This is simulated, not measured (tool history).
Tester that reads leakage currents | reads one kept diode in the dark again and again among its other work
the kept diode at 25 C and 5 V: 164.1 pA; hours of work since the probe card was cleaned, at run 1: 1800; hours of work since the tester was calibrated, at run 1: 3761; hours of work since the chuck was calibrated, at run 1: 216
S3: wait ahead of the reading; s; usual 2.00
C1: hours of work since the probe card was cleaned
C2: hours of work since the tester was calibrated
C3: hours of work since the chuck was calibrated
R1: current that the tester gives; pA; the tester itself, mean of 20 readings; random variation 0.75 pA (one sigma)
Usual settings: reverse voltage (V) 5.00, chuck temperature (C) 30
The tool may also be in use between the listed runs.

{"run": 1, "hour": 0.0, "reverse voltage (V)": 5.0, "chuck temperature (C)": 30, "S3": 2.0, "C1": 1800, "C2": 3761, "C3": 216, "R1": 264.02}
{"run": 2, "hour": 254.1, "reverse voltage (V)": 5.0, "chuck temperature (C)": 30, "S3": 2.0, "C1": 1939, "C2": 3901, "C3": 355, "R1": 268.3}
{"run": 3, "hour": 520.0, "reverse voltage (V)": 5.0, "chuck temperature (C)": 30, "S3": 2.0, "C1": 2085, "C2": 4046, "C3": 501, "R1": 271.06}
{"hour": 561.4, "done": "tester calibrated"}
{"run": 4, "hour": 693.3, "reverse voltage (V)": 14.18, "chuck temperature (C)": 30, "S3": 2.0, "C1": 2179, "C2": 72, "C3": 595, "R1": 495.92}
{"run": 5, "hour": 815.1, "reverse voltage (V)": 5.0, "chuck temperature (C)": 30, "S3": 0.49, "C1": 2246, "C2": 139, "C3": 662, "R1": 269.05}
{"run": 6, "hour": 1038.2, "reverse voltage (V)": 5.0, "chuck temperature (C)": 30, "S3": 0.95, "C1": 2368, "C2": 262, "C3": 784, "R1": 270.38}
{"run": 7, "hour": 1306.2, "reverse voltage (V)": 5.0, "chuck temperature (C)": 30, "S3": 2.0, "C1": 2515, "C2": 409, "C3": 931, "R1": 272.06}
{"hour": 1364.9, "done": "chuck's temperature calibrated"}
{"run": 8, "hour": 1490.0, "reverse voltage (V)": 5.0, "chuck temperature (C)": 30, "S3": 2.0, "C1": 2615, "C2": 508, "C3": 69, "R1": 284.32}
{"run": 9, "hour": 1633.6, "reverse voltage (V)": 14.92, "chuck temperature (C)": 30, "S3": 2.0, "C1": 2694, "C2": 587, "C3": 147, "R1": 544.92}
{"run": 10, "hour": 1873.0, "reverse voltage (V)": 5.0, "chuck temperature (C)": 30, "S3": 2.0, "C1": 2825, "C2": 718, "C3": 279, "R1": 289.4}
{"hour": 2036.4, "done": "chuck's temperature calibrated, once more"}
{"run": 11, "hour": 2146.1, "reverse voltage (V)": 5.0, "chuck temperature (C)": 30, "S3": 2.0, "C1": 2974, "C2": 867, "C3": 60, "R1": 262.37}
{"hour": 2167.8, "done": "probe card cleaned and baked"}
{"run": 12, "hour": 2325.6, "reverse voltage (V)": 5.0, "chuck temperature (C)": 30, "S3": 2.0, "C1": 87, "C2": 964, "C3": 157, "R1": 259.43}
{"run": 13, "hour": 2455.5, "reverse voltage (V)": 5.0, "chuck temperature (C)": 30, "S3": 0.7, "C1": 158, "C2": 1035, "C3": 228, "R1": 261.16}
{"run": 14, "hour": 2599.5, "reverse voltage (V)": 5.0, "chuck temperature (C)": 30, "S3": 6.34, "C1": 237, "C2": 1114, "C3": 307, "R1": 262.06}
{"run": 15, "hour": 2840.2, "reverse voltage (V)": 5.0, "chuck temperature (C)": 30, "S3": 6.34, "C1": 369, "C2": 1246, "C3": 439, "R1": 261.21}
{"run": 16, "hour": 2959.7, "reverse voltage (V)": 2.12, "chuck temperature (C)": 30, "S3": 6.34, "C1": 434, "C2": 1312, "C3": 505, "R1": 159.94}
{"run": 17, "hour": 3174.1, "reverse voltage (V)": 2.12, "chuck temperature (C)": 30, "S3": 6.34, "C1": 552, "C2": 1429, "C3": 622, "R1": 160.23}
{"run": 18, "hour": 3426.7, "reverse voltage (V)": 2.12, "chuck temperature (C)": 30, "S3": 6.34, "C1": 691, "C2": 1568, "C3": 761, "R1": 163.1}
{"run": 19, "hour": 3619.4, "reverse voltage (V)": 2.12, "chuck temperature (C)": 30, "S3": 6.34, "C1": 796, "C2": 1674, "C3": 867, "R1": 163.13}
{"run": 20, "hour": 3772.3, "reverse voltage (V)": 2.12, "chuck temperature (C)": 30, "S3": 0.47, "C1": 880, "C2": 1758, "C3": 951, "R1": 165.78}
{"hour": 3791.2, "done": "chuck's temperature calibrated"}
{"run": 21, "hour": 3939.5, "reverse voltage (V)": 3.55, "chuck temperature (C)": 56, "S3": 0.68, "C1": 971, "C2": 1848, "C3": 81, "R1": 1509.49}
{"run": 22, "hour": 4193.0, "reverse voltage (V)": 3.45, "chuck temperature (C)": 35, "S3": 0.64, "C1": 1110, "C2": 1987, "C3": 220, "R1": 312.73}
{"run": 23, "hour": 4344.6, "reverse voltage (V)": 4.58, "chuck temperature (C)": 48, "S3": 1.0, "C1": 1193, "C2": 2070, "C3": 304, "R1": 1000.07}
{"run": 24, "hour": 4548.5, "reverse voltage (V)": 4.58, "chuck temperature (C)": 36, "S3": 3.62, "C1": 1305, "C2": 2182, "C3": 415, "R1": 401.79}
{"run": 25, "hour": 4844.4, "reverse voltage (V)": 10.26, "chuck temperature (C)": 30, "S3": 2.0, "C1": 1467, "C2": 2345, "C3": 578, "R1": 405.67}
{"run": 26, "hour": 5040.3, "reverse voltage (V)": 4.38, "chuck temperature (C)": 30, "S3": 2.61, "C1": 1575, "C2": 2452, "C3": 685, "R1": 245.36}
{"run": 27, "hour": 5236.7, "reverse voltage (V)": 3.23, "chuck temperature (C)": 27, "S3": 2.0, "C1": 1682, "C2": 2560, "C3": 793, "R1": 161.63}
{"run": 28, "hour": 5466.5, "reverse voltage (V)": 3.23, "chuck temperature (C)": 27, "S3": 2.0, "C1": 1808, "C2": 2686, "C3": 919, "R1": 164.49}
{"hour": 5542.4, "done": "chuck's temperature calibrated"}
{"run": 29, "hour": 5673.7, "reverse voltage (V)": 9.25, "chuck temperature (C)": 22, "S3": 2.0, "C1": 1921, "C2": 2798, "C3": 72, "R1": 193.09}
{"run": 30, "hour": 5794.3, "reverse voltage (V)": 9.25, "chuck temperature (C)": 22, "S3": 2.0, "C1": 1987, "C2": 2865, "C3": 138, "R1": 194.54}
{"run": 31, "hour": 5930.1, "reverse voltage (V)": 16.98, "chuck temperature (C)": 47, "S3": 1.19, "C1": 2062, "C2": 2939, "C3": 213, "R1": 1977.08}
{"run": 32, "hour": 6179.5, "reverse voltage (V)": 11.02, "chuck temperature (C)": 30, "S3": 2.0, "C1": 2198, "C2": 3076, "C3": 349, "R1": 419.76}
{"run": 33, "hour": 6327.2, "reverse voltage (V)": 19.91, "chuck temperature (C)": 30, "S3": 0.37, "C1": 2280, "C2": 3157, "C3": 431, "R1": 609.86}
{"run": 34, "hour": 6555.5, "reverse voltage (V)": 1.39, "chuck temperature (C)": 44, "S3": 1.49, "C1": 2405, "C2": 3282, "C3": 556, "R1": 374.16}
{"run": 35, "hour": 6681.6, "reverse voltage (V)": 1.39, "chuck temperature (C)": 44, "S3": 1.49, "C1": 2474, "C2": 3351, "C3": 625, "R1": 373.29}
{"run": 36, "hour": 6943.2, "reverse voltage (V)": 2.26, "chuck temperature (C)": 27, "S3": 1.96, "C1": 2617, "C2": 3495, "C3": 768, "R1": 131.25}
{"run": 37, "hour": 7217.9, "reverse voltage (V)": 2.26, "chuck temperature (C)": 27, "S3": 1.96, "C1": 2768, "C2": 3645, "C3": 919, "R1": 132.88}
{"hour": 7299.4, "done": "chuck's temperature calibrated"}
{"run": 38, "hour": 7516.9, "reverse voltage (V)": 5.0, "chuck temperature (C)": 21, "S3": 2.0, "C1": 2931, "C2": 3808, "C3": 119, "R1": 126.65}

4 ways to go on from here, each from the tool as it stands after run 38. What would each give?
{"hour": 7612.1, "done": "probe card cleaned and baked"}
{"run": "A", "hour": 7707.0, "reverse voltage (V)": 5.0, "chuck temperature (C)": 21, "S3": 4.81, "C1": 52, "C2": 3911, "C3": 222, "R1": "?"}
{"hour": 7612.1, "done": "probe card cleaned and baked"}
{"run": "B", "hour": 7707.0, "reverse voltage (V)": 2.35, "chuck temperature (C)": 36, "S3": 2.0, "C1": 52, "C2": 3911, "C3": 222, "R1": "?"}
{"hour": 7612.1, "done": "probe card cleaned and baked"}
{"run": "C", "hour": 7707.0, "reverse voltage (V)": 10.33, "chuck temperature (C)": 20, "S3": 9.85, "C1": 52, "C2": 3911, "C3": 222, "R1": "?"}
{"hour": 7612.1, "done": "probe card cleaned and baked"}
{"run": "D", "hour": 7707.0, "reverse voltage (V)": 9.2, "chuck temperature (C)": 37, "S3": 0.73, "C1": 52, "C2": 3911, "C3": 222, "R1": "?"}

run=A R1=119.81
run=B R1=270.44
run=C R1=167.48
run=D R1=647.58
Without the tool's hidden state the same runs would have given:
run=A R1=116.16
run=B R1=262.80
run=C R1=162.24
run=D R1=629.20

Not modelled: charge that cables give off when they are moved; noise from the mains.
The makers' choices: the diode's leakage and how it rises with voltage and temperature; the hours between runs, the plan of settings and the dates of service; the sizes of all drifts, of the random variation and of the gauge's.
